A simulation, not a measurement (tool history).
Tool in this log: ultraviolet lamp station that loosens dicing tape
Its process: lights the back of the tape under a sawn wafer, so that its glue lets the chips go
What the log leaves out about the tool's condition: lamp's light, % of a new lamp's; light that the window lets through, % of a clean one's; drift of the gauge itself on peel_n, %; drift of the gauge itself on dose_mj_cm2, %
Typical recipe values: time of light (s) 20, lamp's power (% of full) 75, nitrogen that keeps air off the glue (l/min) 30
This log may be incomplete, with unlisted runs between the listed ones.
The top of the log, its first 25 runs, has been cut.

run   hour  time of light (s)  lamp's power (% of full)  nitrogen that keeps air off the glue (l/min)  hours of work of the lamp  hours of work since the window was cleaned  force that peels the tape off (N)  light that reached the tape (mJ/cm²)
 26  270.7                 14                        75                                            30                        381                                         277                              2.730                                   163
 27  285.3                 25                        61                                            30                        388                                         283                              1.601                                   238
 28  298.4                 15                        70                                            15                        393                                         289                              3.828                                   161
 29  313.6                 20                        91                                            12                        400                                         296                              2.084                                   282
 30  327.4                 20                        91                                            12                        406                                         302                              2.081                                   285
 31  340.2                 20                        91                                            12                        412                                         307                              2.169                                   283
 32  355.3                 29                        89                                            17                        419                                         314                              0.802                                   394
 33  363.2                 29                        89                                            17                        422                                         318                              0.839                                   397
 34  377.1                 20                        91                                            14                        428                                         324                              2.039                                   280
 35  386.3                 20                        84                                            14                        432                                         328                              2.354                                   261
 36  401.0                 24                        85                                            14                        439                                         334                              1.629                                   314
 37  409.6                 24                        75                                            30                        443                                         338                              1.239                                   276

Alternative continuations, all from the tool just after run 37; predict every row:
  A  419.0                 21                        75                                            22                        447                                         342                                  ?                                     ?
  B  419.0                 20                        68                                            30                        447                                         342                                  ?                                     ?
  C  419.0                 34                        66                                            30                        447                                         342                                  ?                                     ?
  D  419.0                 29                        62                                            30                        447                                         342                                  ?                                     ?
  E  419.0                 20                        92                                            33                        447                                         342                                  ?                                     ?

run  force that peels the tape off (N)  light that reached the tape (mJ/cm²)
  A                              1.987                                   238
  B                              2.026                                   203
  C                              0.697                                   346
  D                              1.268                                   270
  E                              1.110                                   274
With no hidden state in the tool, these same runs would have given:
run  force that peels the tape off (N)  light that reached the tape (mJ/cm²)
  A                              1.283                                   299
  B                              1.324                                   255
  C                              0.367                                   433
  D                              0.738                                   339
  E                              0.633                                   345
